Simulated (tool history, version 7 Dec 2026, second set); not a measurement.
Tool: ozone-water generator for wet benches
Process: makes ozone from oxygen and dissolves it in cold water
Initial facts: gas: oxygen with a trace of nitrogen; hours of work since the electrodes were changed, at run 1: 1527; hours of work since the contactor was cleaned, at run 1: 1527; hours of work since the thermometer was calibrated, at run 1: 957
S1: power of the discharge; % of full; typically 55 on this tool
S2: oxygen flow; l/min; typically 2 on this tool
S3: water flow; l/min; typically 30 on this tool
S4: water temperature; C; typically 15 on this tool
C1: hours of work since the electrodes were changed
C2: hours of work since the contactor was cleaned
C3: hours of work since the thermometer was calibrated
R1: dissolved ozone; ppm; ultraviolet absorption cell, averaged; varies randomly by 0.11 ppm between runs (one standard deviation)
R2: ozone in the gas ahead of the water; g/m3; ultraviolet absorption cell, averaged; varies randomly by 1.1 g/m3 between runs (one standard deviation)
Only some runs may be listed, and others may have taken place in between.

{"run": 1, "hour": 0.0, "S1": 55, "S2": 2, "S3": 30, "S4": 15, "C1": 1527, "C2": 1527, "C3": 957, "R1": 7.2, "R2": 193.6}
{"run": 2, "hour": 82.1, "S1": 55, "S2": 2, "S3": 30, "S4": 15, "C1": 1598, "C2": 1598, "C3": 1028, "R1": 7.3, "R2": 192.2}
{"run": 3, "hour": 156.7, "S1": 55, "S2": 2, "S3": 30, "S4": 15, "C1": 1663, "C2": 1663, "C3": 1093, "R1": 7.1, "R2": 193.4}
{"run": 4, "hour": 229.3, "S1": 55, "S2": 2, "S3": 30, "S4": 15, "C1": 1727, "C2": 1727, "C3": 1157, "R1": 7.1, "R2": 192}
{"run": 5, "hour": 287.9, "S1": 55, "S2": 2, "S3": 30, "S4": 15, "C1": 1778, "C2": 1778, "C3": 1208, "R1": 6.9, "R2": 189.7}
{"run": 6, "hour": 376.3, "S1": 55, "S2": 2, "S3": 30, "S4": 15, "C1": 1855, "C2": 1855, "C3": 1285, "R1": 6.9, "R2": 188.2}
{"run": 7, "hour": 462.9, "S1": 55, "S2": 2, "S3": 30, "S4": 15, "C1": 1930, "C2": 1930, "C3": 1360, "R1": 7, "R2": 189.4}
{"run": 8, "hour": 560.4, "S1": 55, "S2": 2, "S3": 30, "S4": 15, "C1": 2015, "C2": 2015, "C3": 1445, "R1": 6.7, "R2": 190.9}
{"run": 9, "hour": 617.9, "S1": 55, "S2": 2, "S3": 30, "S4": 9, "C1": 2065, "C2": 2065, "C3": 1495, "R1": 7.1, "R2": 190.1}
{"run": 10, "hour": 686.6, "S1": 55, "S2": 2, "S3": 27, "S4": 9, "C1": 2125, "C2": 2125, "C3": 1555, "R1": 8.1, "R2": 188.4}
{"run": 11, "hour": 743.7, "S1": 93, "S2": 2, "S3": 30, "S4": 15, "C1": 2175, "C2": 2175, "C3": 1605, "R1": 9.7, "R2": 263.9}
{"run": 12, "hour": 815.3, "S1": 55, "S2": 2, "S3": 23, "S4": 15, "C1": 2238, "C2": 2238, "C3": 1667, "R1": 8.9, "R2": 188.1}
{"run": 13, "hour": 901.0, "S1": 55, "S2": 2, "S3": 30, "S4": 15, "C1": 2312, "C2": 2312, "C3": 1742, "R1": 6.7, "R2": 185.9}
{"run": 14, "hour": 992.5, "S1": 55, "S2": 2, "S3": 30, "S4": 15, "C1": 2392, "C2": 2392, "C3": 1822, "R1": 6.9, "R2": 186}
{"run": 15, "hour": 1071.4, "S1": 55, "S2": 2, "S3": 30, "S4": 15, "C1": 2461, "C2": 2461, "C3": 1891, "R1": 6.8, "R2": 184.7}
{"run": 16, "hour": 1185.3, "S1": 55, "S2": 2, "S3": 30, "S4": 15, "C1": 2560, "C2": 2560, "C3": 1990, "R1": 6.6, "R2": 186}
{"run": 17, "hour": 1252.7, "S1": 55, "S2": 2, "S3": 30, "S4": 7, "C1": 2619, "C2": 2619, "C3": 2049, "R1": 7.1, "R2": 184.6}
{"run": 18, "hour": 1334.1, "S1": 55, "S2": 3.18, "S3": 18, "S4": 7, "C1": 2690, "C2": 2690, "C3": 2120, "R1": 12.3, "R2": 132.9}
{"run": 19, "hour": 1386.7, "S1": 55, "S2": 3.01, "S3": 30, "S4": 15, "C1": 2736, "C2": 2736, "C3": 2166, "R1": 7.1, "R2": 138}
{"hour": 1392.1, "done": "water thermometer calibrated"}
{"run": 20, "hour": 1447.9, "S1": 50, "S2": 1.26, "S3": 30, "S4": 19, "C1": 2789, "C2": 2789, "C3": 49, "R1": 5.5, "R2": 238.5}
{"run": 21, "hour": 1499.6, "S1": 70, "S2": 2, "S3": 30, "S4": 15, "C1": 2834, "C2": 2834, "C3": 94, "R1": 8, "R2": 213.5}
{"run": 22, "hour": 1582.1, "S1": 64, "S2": 2, "S3": 30, "S4": 9, "C1": 2906, "C2": 2906, "C3": 166, "R1": 7.4, "R2": 201.8}
{"hour": 1625.0, "done": "water thermometer calibrated, once more"}
{"run": 23, "hour": 1692.5, "S1": 64, "S2": 2, "S3": 30, "S4": 9, "C1": 3001, "C2": 3001, "C3": 59, "R1": 7.3, "R2": 198.3}
{"run": 24, "hour": 1781.7, "S1": 85, "S2": 2, "S3": 30, "S4": 8, "C1": 3079, "C2": 3079, "C3": 137, "R1": 8.8, "R2": 237.8}
{"run": 25, "hour": 1894.2, "S1": 85, "S2": 2, "S3": 30, "S4": 8, "C1": 3177, "C2": 3177, "C3": 235, "R1": 8.9, "R2": 238.8}
{"run": 26, "hour": 1982.7, "S1": 85, "S2": 2, "S3": 30, "S4": 8, "C1": 3254, "C2": 3254, "C3": 312, "R1": 8.8, "R2": 233.8}
{"hour": 2021.6, "done": "contactor cleaned"}
{"run": 27, "hour": 2042.7, "S1": 46, "S2": 1.06, "S3": 29, "S4": 8, "C1": 3303, "C2": 18, "C3": 361, "R1": 5.7, "R2": 249.6}
{"run": 28, "hour": 2104.6, "S1": 55, "S2": 2, "S3": 43, "S4": 20, "C1": 3357, "C2": 72, "C3": 415, "R1": 4.5, "R2": 179.4}
{"run": 29, "hour": 2219.9, "S1": 55, "S2": 2, "S3": 43, "S4": 20, "C1": 3458, "C2": 173, "C3": 515, "R1": 4.5, "R2": 177.4}
{"run": 30, "hour": 2266.7, "S1": 55, "S2": 2, "S3": 43, "S4": 7, "C1": 3498, "C2": 214, "C3": 556, "R1": 4.6, "R2": 177.5}
{"run": 31, "hour": 2319.7, "S1": 55, "S2": 2, "S3": 30, "S4": 7, "C1": 3545, "C2": 260, "C3": 602, "R1": 6.9, "R2": 177.2}
{"run": 32, "hour": 2378.3, "S1": 53, "S2": 2.32, "S3": 30, "S4": 15, "C1": 3596, "C2": 311, "C3": 653, "R1": 6.7, "R2": 155.7}

What if the next run were any one of these 3? Each begins from the tool's condition after run 32:
{"run": "A", "hour": 2440.0, "S1": 42, "S2": 2, "S3": 19, "S4": 15, "C1": 3649, "C2": 365, "C3": 707, "R1": "?", "R2": "?"}
{"run": "B", "hour": 2440.0, "S1": 40, "S2": 2, "S3": 30, "S4": 20, "C1": 3649, "C2": 365, "C3": 707, "R1": "?", "R2": "?"}
{"run": "C", "hour": 2440.0, "S1": 45, "S2": 1.54, "S3": 30, "S4": 15, "C1": 3649, "C2": 365, "C3": 707, "R1": "?", "R2": "?"}

run=A R1=9.1 R2=149.5
run=B R1=5.3 R2=144
run=C R1=5.7 R2=186.4
The same runs, with their run-to-run variation unchanged, on a tool lacking any hidden condition would have given:
run=A R1=10.3 R2=168.5
run=B R1=6 R2=161.4
run=C R1=6.5 R2=211.8
